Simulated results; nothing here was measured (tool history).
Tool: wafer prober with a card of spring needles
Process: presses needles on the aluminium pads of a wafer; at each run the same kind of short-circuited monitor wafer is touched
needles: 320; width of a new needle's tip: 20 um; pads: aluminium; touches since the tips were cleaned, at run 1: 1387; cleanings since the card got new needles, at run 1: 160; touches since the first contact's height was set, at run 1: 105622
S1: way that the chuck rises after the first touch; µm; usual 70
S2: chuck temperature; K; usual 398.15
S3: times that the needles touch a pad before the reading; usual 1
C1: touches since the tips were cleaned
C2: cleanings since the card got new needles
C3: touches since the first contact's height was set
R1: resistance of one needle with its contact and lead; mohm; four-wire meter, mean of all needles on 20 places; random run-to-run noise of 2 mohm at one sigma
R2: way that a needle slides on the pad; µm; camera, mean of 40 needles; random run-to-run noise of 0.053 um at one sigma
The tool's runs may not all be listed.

run 1 hour=0 | S1=70 S2=398.15 S3=1 | C1=1387 C2=160 C3=105622 | R1=388 R2=8.64
-- hour=1.8 tips cleaned on abrasive film
-- hour=5.4 tips cleaned on abrasive film
-- hour=9 tips cleaned on abrasive film
-- hour=13.4 tips cleaned on abrasive film
-- hour=17 tips cleaned on abrasive film
-- hour=20.6 tips cleaned on abrasive film
-- hour=24.1 tips cleaned on abrasive film
-- hour=28.6 tips cleaned on abrasive film
-- hour=32.1 tips cleaned on abrasive film
-- hour=32.4 height of the first contact set anew
-- hour=36.9 tips cleaned on abrasive film
-- hour=40.4 tips cleaned on abrasive film
-- hour=52.4 card fitted with new needles
-- hour=56.9 tips cleaned on abrasive film
-- hour=60.5 tips cleaned on abrasive film
-- hour=64 tips cleaned on abrasive film
-- hour=68.5 tips cleaned on abrasive film
-- hour=72.9 tips cleaned on abrasive film
run 2 hour=73.2 | S1=80 S2=398.15 S3=1 | C1=247 C2=5 C3=15517 | R1=245 R2=10.23
-- hour=76.8 tips cleaned on abrasive film
-- hour=81.2 tips cleaned on abrasive film
-- hour=84.8 tips cleaned on abrasive film
-- hour=88.4 tips cleaned on abrasive film
-- hour=92.8 tips cleaned on abrasive film
-- hour=96.4 tips cleaned on abrasive film
-- hour=100 tips cleaned on abrasive film
-- hour=104.4 tips cleaned on abrasive film
-- hour=108 tips cleaned on abrasive film
-- hour=112.4 tips cleaned on abrasive film
-- hour=116.8 tips cleaned on abrasive film
-- hour=120.4 tips cleaned on abrasive film
-- hour=124 tips cleaned on abrasive film
-- hour=128.4 tips cleaned on abrasive film
-- hour=132.3 tips cleaned on abrasive film
run 3 hour=132.3 | S1=70 S2=376.15 S3=1 | C1=0 C2=20 C3=59537 | R1=229 R2=8.79
-- hour=135.8 tips cleaned on abrasive film
-- hour=139.4 tips cleaned on abrasive film
-- hour=143.8 tips cleaned on abrasive film
-- hour=147.4 tips cleaned on abrasive film
-- hour=151.9 tips cleaned on abrasive film
-- hour=155.4 tips cleaned on abrasive film
-- hour=159.9 tips cleaned on abrasive film
-- hour=163.4 tips cleaned on abrasive film
-- hour=167 tips cleaned on abrasive film
-- hour=171.4 tips cleaned on abrasive film
-- hour=175 tips cleaned on abrasive film
-- hour=178.6 tips cleaned on abrasive film
-- hour=183 tips cleaned on abrasive film
-- hour=186.6 tips cleaned on abrasive film
run 4 hour=189.7 | S1=70 S2=376.15 S3=1 | C1=2383 C2=34 C3=102420 | R1=406 R2=8.62
-- hour=190.7 tips cleaned on abrasive film
-- hour=195.1 tips cleaned on abrasive film
-- hour=199.6 tips cleaned on abrasive film
-- hour=203.1 tips cleaned on abrasive film
-- hour=207.6 tips cleaned on abrasive film
-- hour=211.1 tips cleaned on abrasive film
-- hour=214.7 tips cleaned on abrasive film
-- hour=219.2 tips cleaned on abrasive film
-- hour=223.6 tips cleaned on abrasive film
-- hour=226.5 height of the first contact set anew
-- hour=228.3 tips cleaned on abrasive film
-- hour=231.9 tips cleaned on abrasive film
-- hour=235.5 tips cleaned on abrasive film
-- hour=239.9 tips cleaned on abrasive film
run 5 hour=242.5 | S1=70 S2=398.15 S3=1 | C1=1946 C2=47 C3=11905 | R1=352 R2=8.98
-- hour=244.3 tips cleaned on abrasive film
-- hour=248.7 tips cleaned on abrasive film
-- hour=252.3 tips cleaned on abrasive film
-- hour=255.9 tips cleaned on abrasive film
-- hour=260.3 tips cleaned on abrasive film
-- hour=263.9 tips cleaned on abrasive film
-- hour=267.5 tips cleaned on abrasive film
-- hour=271.9 tips cleaned on abrasive film
-- hour=275.5 tips cleaned on abrasive film
-- hour=279 tips cleaned on abrasive film
-- hour=283.5 tips cleaned on abrasive film
-- hour=287 tips cleaned on abrasive film
-- hour=291.1 tips cleaned on abrasive film
run 6 hour=291.1 | S1=67 S2=398.15 S3=1 | C1=0 C2=60 C3=48153 | R1=254 R2=8.48
-- hour=295.6 tips cleaned on abrasive film
-- hour=300 tips cleaned on abrasive film
-- hour=304.4 tips cleaned on abrasive film
-- hour=308.9 tips cleaned on abrasive film
-- hour=313.3 tips cleaned on abrasive film
-- hour=316.9 tips cleaned on abrasive film
-- hour=321.3 tips cleaned on abrasive film
-- hour=325.8 tips cleaned on abrasive film
-- hour=330.2 tips cleaned on abrasive film
-- hour=333.8 tips cleaned on abrasive film
-- hour=338.2 tips cleaned on abrasive film
-- hour=341.8 tips cleaned on abrasive film
-- hour=346.2 tips cleaned on abrasive film
-- hour=349.8 tips cleaned on abrasive film
-- hour=353.4 tips cleaned on abrasive film
-- hour=356.9 tips cleaned on abrasive film
-- hour=361.4 tips cleaned on abrasive film
run 7 hour=361.4 | S1=67 S2=398.15 S3=1 | C1=0 C2=77 C3=100590 | R1=251 R2=8.2
-- hour=365.8 tips cleaned on abrasive film
-- hour=369.4 tips cleaned on abrasive film
-- hour=372.9 tips cleaned on abrasive film
-- hour=376.5 tips cleaned on abrasive film
-- hour=381 tips cleaned on abrasive film
-- hour=384.5 tips cleaned on abrasive film
-- hour=389 tips cleaned on abrasive film
-- hour=392.5 tips cleaned on abrasive film
-- hour=397 tips cleaned on abrasive film
-- hour=400.7 height of the first contact set anew
-- hour=401.7 tips cleaned on abrasive film
run 8 hour=402.1 | S1=67 S2=398.15 S3=1 | C1=300 C2=87 C3=964 | R1=273 R2=8.6
-- hour=405.7 tips cleaned on abrasive film
-- hour=409.3 tips cleaned on abrasive film
-- hour=413.7 tips cleaned on abrasive film
-- hour=417.3 tips cleaned on abrasive film
-- hour=420.8 tips cleaned on abrasive film
-- hour=425.3 tips cleaned on abrasive film
-- hour=428.8 tips cleaned on abrasive film
-- hour=433.3 tips cleaned on abrasive film
-- hour=436.9 tips cleaned on abrasive film
-- hour=440.4 tips cleaned on abrasive film
-- hour=444.9 tips cleaned on abrasive film
-- hour=449.3 tips cleaned on abrasive film
-- hour=452.9 tips cleaned on abrasive film
-- hour=457.3 tips cleaned on abrasive film
-- hour=460.9 tips cleaned on abrasive film
-- hour=465.3 tips cleaned on abrasive film
-- hour=468.9 tips cleaned on abrasive film
run 9 hour=470 | S1=70 S2=303.15 S3=2 | C1=846 C2=104 C3=51604 | R1=271 R2=8.79
-- hour=472.7 tips cleaned on abrasive film
-- hour=476.3 tips cleaned on abrasive film
-- hour=480.7 tips cleaned on abrasive film
-- hour=484.3 tips cleaned on abrasive film
-- hour=488.7 tips cleaned on abrasive film
-- hour=492.3 tips cleaned on abrasive film
-- hour=496.7 tips cleaned on abrasive film
-- hour=500.3 tips cleaned on abrasive film
run 10 hour=501.6 | S1=70 S2=330.15 S3=2 | C1=982 C2=112 C3=75162 | R1=281 R2=8.67
-- hour=504.3 tips cleaned on abrasive film
-- hour=508.7 tips cleaned on abrasive film
-- hour=513.2 tips cleaned on abrasive film
-- hour=516.7 tips cleaned on abrasive film
-- hour=521.2 tips cleaned on abrasive film
-- hour=525.6 tips cleaned on abrasive film
-- hour=529.2 tips cleaned on abrasive film
-- hour=533.6 tips cleaned on abrasive film
-- hour=538.1 tips cleaned on abrasive film
-- hour=541.6 tips cleaned on abrasive film
-- hour=546.1 tips cleaned on abrasive film
-- hour=549.6 tips cleaned on abrasive film
-- hour=554.1 tips cleaned on abrasive film
-- hour=558.5 tips cleaned on abrasive film
-- hour=563 tips cleaned on abrasive film
-- hour=566.7 tips cleaned on abrasive film
run 11 hour=566.7 | S1=70 S2=308.15 S3=2 | C1=0 C2=128 C3=123752 | R1=219 R2=8.54
-- hour=571.1 tips cleaned on abrasive film
-- hour=574.7 tips cleaned on abrasive film
-- hour=575 height of the first contact set anew
-- hour=578.6 tips cleaned on abrasive film
-- hour=582.1 tips cleaned on abrasive film
-- hour=586.6 tips cleaned on abrasive film
-- hour=590.2 tips cleaned on abrasive film
-- hour=593.7 tips cleaned on abrasive film
-- hour=598.2 tips cleaned on abrasive film
-- hour=601.7 tips cleaned on abrasive film
-- hour=606.2 tips cleaned on abrasive film
-- hour=609.7 tips cleaned on abrasive film
-- hour=614.2 tips cleaned on abrasive film
-- hour=618.6 tips cleaned on abrasive film
-- hour=623.1 tips cleaned on abrasive film
-- hour=627.5 tips cleaned on abrasive film
-- hour=631.1 tips cleaned on abrasive film
-- hour=634.6 tips cleaned on abrasive film
run 12 hour=637.3 | S1=70 S2=308.15 S3=2 | C1=2014 C2=145 C3=46497 | R1=328 R2=8.78
-- hour=639.1 tips cleaned on abrasive film
-- hour=642.6 tips cleaned on abrasive film
-- hour=646.2 tips cleaned on abrasive film
-- hour=650.7 tips cleaned on abrasive film
-- hour=654.2 tips cleaned on abrasive film
-- hour=658.7 tips cleaned on abrasive film
-- hour=663.1 tips cleaned on abrasive film
-- hour=666.7 tips cleaned on abrasive film
run 13 hour=669.9 | S1=76 S2=391.15 S3=1 | C1=2448 C2=153 C3=70829 | R1=411 R2=9.47
-- hour=670.8 tips cleaned on abrasive film
-- hour=674.4 tips cleaned on abrasive film
-- hour=678.9 tips cleaned on abrasive film
-- hour=683.3 tips cleaned on abrasive film
-- hour=686.9 tips cleaned on abrasive film
-- hour=691.3 tips cleaned on abrasive film
-- hour=694.9 tips cleaned on abrasive film
-- hour=699.3 tips cleaned on abrasive film
-- hour=702.9 tips cleaned on abrasive film
-- hour=707.3 tips cleaned on abrasive film
-- hour=711.8 tips cleaned on abrasive film
-- hour=716.2 tips cleaned on abrasive film
-- hour=720.6 tips cleaned on abrasive film
-- hour=724.2 tips cleaned on abrasive film
-- hour=728.6 tips cleaned on abrasive film
-- hour=732.2 tips cleaned on abrasive film
run 14 hour=735.3 | S1=54 S2=386.15 S3=1 | C1=2354 C2=169 C3=119656 | R1=659 R2=6.45
-- hour=736.3 tips cleaned on abrasive film
-- hour=739.8 tips cleaned on abrasive film
-- hour=751.8 card fitted with new needles
-- hour=756.3 tips cleaned on abrasive film
-- hour=760.7 tips cleaned on abrasive film
-- hour=764.3 tips cleaned on abrasive film
-- hour=767.9 tips cleaned on abrasive film
-- hour=772.3 tips cleaned on abrasive film
-- hour=775.9 tips cleaned on abrasive film
-- hour=779.4 tips cleaned on abrasive film
run 15 hour=779.6 | S1=64 S2=357.15 S3=1 | C1=145 C2=7 C3=20727 | R1=244 R2=8.17
-- hour=783.2 tips cleaned on abrasive film
-- hour=786.8 tips cleaned on abrasive film
-- hour=791.2 tips cleaned on abrasive film
-- hour=795.6 tips cleaned on abrasive film
-- hour=799.2 tips cleaned on abrasive film
-- hour=803.7 tips cleaned on abrasive film
-- hour=808.1 tips cleaned on abrasive film
run 16 hour=809.8 | S1=79 S2=370.15 S3=2 | C1=1343 C2=14 C3=43315 | R1=256 R2=9.95

Pick out some run-to-run changes in R1. Of each, how much would a tool without hidden state show as well, from the settings, what came in and chance, and how much is left for the hidden state and any gauge scatter not in both results compared?
What the log doesn't record here: debris on the tips, nm; way that the needles fall short of the set height, um; tips' diameter, um; drift of the gauge itself on contact_mohm, %; drift of the gauge itself on scrub_um, %.
Run 14 -> 15: S1 54 -> 64, S2 386.15 -> 357.15, tips cleaned on abrasive film, tips cleaned on abrasive film, card fitted with new needles, tips cleaned on abrasive film, tips cleaned on abrasive film, tips cleaned on abrasive film, tips cleaned on abrasive film, tips cleaned on abrasive film, tips cleaned on abrasive film, tips cleaned on abrasive film. R1 -415 mohm: hidden state -396, all else -19.
